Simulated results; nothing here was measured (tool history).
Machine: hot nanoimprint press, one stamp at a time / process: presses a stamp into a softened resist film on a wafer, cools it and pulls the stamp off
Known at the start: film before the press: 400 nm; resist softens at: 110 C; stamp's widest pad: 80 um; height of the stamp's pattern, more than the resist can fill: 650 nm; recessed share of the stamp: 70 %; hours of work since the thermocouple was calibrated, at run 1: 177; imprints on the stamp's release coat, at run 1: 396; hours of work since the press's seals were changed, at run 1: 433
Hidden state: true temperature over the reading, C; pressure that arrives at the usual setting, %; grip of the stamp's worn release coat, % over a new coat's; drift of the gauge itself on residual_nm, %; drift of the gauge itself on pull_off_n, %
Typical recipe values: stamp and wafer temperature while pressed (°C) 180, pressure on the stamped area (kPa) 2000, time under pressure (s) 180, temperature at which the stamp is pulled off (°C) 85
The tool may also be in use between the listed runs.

run    hour  stamp and wafer temperature while pressed (°C)  pressure on the stamped area (kPa)  time under pressure (s)  temperature at which the stamp is pulled off (°C)  hours of work since the thermocouple was calibrated  imprints on the stamp's release coat  hours of work since the press's seals were changed  resist left under the stamp's widest pad (angstrom)  greatest force while the stamp is pulled off (N)
  1     0.0                                             180                                2000                      180                                                 85                                                  177                                   396                                                 433                                                 1540                                               224
  2    48.3                                             180                                2000                      180                                                 85                                                  213                                   521                                                 469                                                 1543                                               237
  3    84.8                                             180                                2000                      180                                                 85                                                  240                                   615                                                 496                                                 1542                                               245
      112.5  -- plate thermocouple calibrated
  4   131.4                                             180                                3140                      180                                                 85                                                   14                                   728                                                 528                                                 1298                                               263
  5   202.8                                             180                                2000                      180                                                 85                                                   67                                   913                                                 581                                                 1585                                               268
  6   253.7                                             180                                2000                      180                                                 85                                                  104                                  1044                                                 618                                                 1561                                               285
  7   339.2                                             180                                2000                      180                                                 85                                                  167                                  1265                                                 681                                                 1564                                               306
      383.7  -- stamp cleaned and given a new release coat
  8   391.8                                             186                                2000                      180                                                 85                                                  202                                    21                                                 716                                                 1303                                               194
  9   439.7                                             180                                2000                      180                                                 85                                                  237                                   145                                                 751                                                 1556                                               205
      470.0  -- plate thermocouple calibrated
 10   497.2                                             180                                2000                      180                                                 85                                                   20                                   286                                                 791                                                 1608                                               220
 11   569.7                                             180                                2000                      242                                                 85                                                   74                                   473                                                 845                                                 1416                                               235
 12   618.4                                             180                                2000                      358                                                 85                                                  109                                   599                                                 881                                                 1180                                               244
 13   689.5                                             180                                2000                      358                                                 85                                                  162                                   783                                                 933                                                 1187                                               256
 14   751.3                                             180                                2000                      358                                                 85                                                  207                                   943                                                 979                                                 1181                                               272
      822.5  -- plate thermocouple calibrated
 15   822.5                                             180                                2000                      358                                                 85                                                    0                                  1119                                                1029                                                 1205                                               291
 16   882.0                                             169                                2000                      180                                                 84                                                   44                                  1273                                                1073                                                 2249                                               303
      920.7  -- stamp cleaned and given a new release coat
      940.4  -- press's hydraulic seals changed and the load cell set to zero
 17   955.9                                             169                                1200                      180                                                 84                                                   88                                    70                                                  11                                                 2595                                               210
 18   997.6                                             183                                1860                      180                                                 78                                                  119                                   178                                                  42                                                 1431                                               240
 19  1066.2                                             169                                1460                      202                                                 82                                                  169                                   355                                                  93                                                 2318                                               242
 20  1142.6                                             169                                1460                      202                                                 82                                                  226                                   553                                                 149                                                 2305                                               255
 21  1177.9                                             169                                1460                      202                                                 82                                                  252                                   644                                                 175                                                 2311                                               257
     1192.1  -- plate thermocouple calibrated
 22  1217.0                                             180                                2000                      228                                                 77                                                   18                                   737                                                 202                                                 1417                                               296
 23  1269.7                                             180                                2000                      228                                                 84                                                   57                                   874                                                 241                                                 1388                                               272
 24  1306.1                                             172                                2000                      180                                                 91                                                   84                                   968                                                 268                                                 1983                                               247
 25  1350.8                                             172                                2000                      163                                                 85                                                  117                                  1084                                                 301                                                 2066                                               285
 26  1434.4                                             174                                2000                      252                                                 85                                                  179                                  1300                                                 362                                                 1632                                               289
     1462.7  -- stamp cleaned and given a new release coat
 27  1506.2                                             174                                2000                      252                                                 85                                                  227                                   113                                                 411                                                 1609                                               199
     1550.0  -- plate thermocouple calibrated
 28  1570.1                                             184                                2000                      252                                                 85                                                   15                                   271                                                 456                                                 1201                                               221
 29  1626.8                                             178                                1570                      159                                                 74                                                   57                                   417                                                 497                                                 1915                                               281
 30  1712.7                                             180                                1980                      180                                                 84                                                  120                                   639                                                 561                                                 1571                                               255

Describe how what the log doesn't record of the tool's condition differs between the last listed run preceding each entry between runs and the first listed run following it.
In the gap between runs 3 and 4: plate thermocouple calibrated (hour 112.5)
  true temperature over the reading, C: 0.85 -> 0.16; pressure that arrives at the usual setting, %: 95.95 -> 95.69; grip of the stamp's worn release coat, % over a new coat's: 25 -> 29.9
  the result without the hidden state subtracted from the measured one, resist left under the stamp's widest pad (angstrom): -11 -> +37; greatest force while the stamp is pulled off (N): +45 -> +60
In the gap between runs 7 and 8: stamp cleaned and given a new release coat (hour 383.7)
  true temperature over the reading, C: 0.64 -> 0.75; pressure that arrives at the usual setting, %: 94.54 -> 94.28; grip of the stamp's worn release coat, % over a new coat's: 54.2 -> 0.8
  the result without the hidden state subtracted from the measured one, resist left under the stamp's widest pad (angstrom): +9 -> +7; greatest force while the stamp is pulled off (N): +105 -> -2
In the gap between runs 9 and 10: plate thermocouple calibrated (hour 470.0)
  true temperature over the reading, C: 0.87 -> 0.01; pressure that arrives at the usual setting, %: 93.99 -> 93.65; grip of the stamp's worn release coat, % over a new coat's: 5.7 -> 11.3
  the result without the hidden state subtracted from the measured one, resist left under the stamp's widest pad (angstrom): +2 -> +47; greatest force while the stamp is pulled off (N): +7 -> +22
In the gap between runs 14 and 15: plate thermocouple calibrated (hour 822.5)
  true temperature over the reading, C: 0.59 -> 0.19; pressure that arrives at the usual setting, %: 92.23 -> 91.83; grip of the stamp's worn release coat, % over a new coat's: 39.4 -> 47.4
  the result without the hidden state subtracted from the measured one, resist left under the stamp's widest pad (angstrom): +23 -> +42; greatest force while the stamp is pulled off (N): +75 -> +93
In the gap between runs 16 and 17: stamp cleaned and given a new release coat (hour 920.7); press's hydraulic seals changed and the load cell set to zero (hour 940.4)
  true temperature over the reading, C: 0.34 -> 0.49; pressure that arrives at the usual setting, %: 91.49 -> 100.37; grip of the stamp's worn release coat, % over a new coat's: 54.6 -> 2.7
  the result without the hidden state subtracted from the measured one, resist left under the stamp's widest pad (angstrom): +51 -> -35; greatest force while the stamp is pulled off (N): +105 -> +3
In the gap between runs 21 and 22: plate thermocouple calibrated (hour 1192.1)
  true temperature over the reading, C: 1.04 -> 0.25; pressure that arrives at the usual setting, %: 99.05 -> 98.86; grip of the stamp's worn release coat, % over a new coat's: 26.2 -> 30.3
  the result without the hidden state subtracted from the measured one, resist left under the stamp's widest pad (angstrom): -64 -> -4; greatest force while the stamp is pulled off (N): +49 -> +68
In the gap between runs 26 and 27: stamp cleaned and given a new release coat (hour 1462.7)
  true temperature over the reading, C: 0.75 -> 0.9; pressure that arrives at the usual setting, %: 97.6 -> 97.22; grip of the stamp's worn release coat, % over a new coat's: 55.9 -> 4.4
  the result without the hidden state subtracted from the measured one, resist left under the stamp's widest pad (angstrom): -23 -> -29; greatest force while the stamp is pulled off (N): +101 -> +5
In the gap between runs 27 and 28: plate thermocouple calibrated (hour 1550.0)
  true temperature over the reading, C: 0.9 -> 0; pressure that arrives at the usual setting, %: 97.22 -> 96.89; grip of the stamp's worn release coat, % over a new coat's: 4.4 -> 10.7
  the result without the hidden state subtracted from the measured one, resist left under the stamp's widest pad (angstrom): -29 -> +18; greatest force while the stamp is pulled off (N): +5 -> +21

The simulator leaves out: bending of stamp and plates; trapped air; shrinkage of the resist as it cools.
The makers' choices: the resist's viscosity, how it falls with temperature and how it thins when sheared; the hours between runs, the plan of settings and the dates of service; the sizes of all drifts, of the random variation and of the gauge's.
